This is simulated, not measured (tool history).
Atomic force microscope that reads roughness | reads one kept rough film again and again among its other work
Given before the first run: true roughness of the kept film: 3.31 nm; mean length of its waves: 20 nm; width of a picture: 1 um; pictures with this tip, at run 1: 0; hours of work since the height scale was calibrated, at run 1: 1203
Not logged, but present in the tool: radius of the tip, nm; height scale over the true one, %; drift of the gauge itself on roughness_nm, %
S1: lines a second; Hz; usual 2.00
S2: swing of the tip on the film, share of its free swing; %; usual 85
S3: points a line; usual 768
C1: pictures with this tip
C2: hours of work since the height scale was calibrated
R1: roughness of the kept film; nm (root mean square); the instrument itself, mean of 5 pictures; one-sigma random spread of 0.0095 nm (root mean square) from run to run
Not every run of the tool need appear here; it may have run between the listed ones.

run	hour	S1	S2	S3	C1	C2	R1
1	0.0	2.00	85	768	0	1203	2.162
2	27.9	2.00	85	768	44	1222	2.177
3	61.4	2.00	85	768	97	1245	2.162
4	79.7	2.00	85	768	126	1258	2.166
5	116.0	2.00	69	768	183	1283	2.429
# hour 145.2: new tip fitted
6	145.2	2.00	69	768	0	1303	2.436
7	183.3	2.00	69	878	60	1329	2.421
8	218.5	2.00	69	878	115	1354	2.432
9	237.9	2.00	85	768	146	1367	2.158
10	279.6	2.00	85	475	212	1396	2.136
# hour 292.6: new tip fitted
11	302.4	3.75	85	475	15	1412	1.828
12	327.5	3.75	85	475	55	1429	1.830
# hour 353.6: height scale calibrated on a step standard
13	357.1	2.00	85	780	100	2	2.159

What does the tool deliver on the next run?
14	399.3	2.00	85	780	167	32	?

Run 14 produced R1 2.142 nm (root mean square).
Minus the tool's unlogged condition, the same run would have read R1 2.145 nm (root mean square).
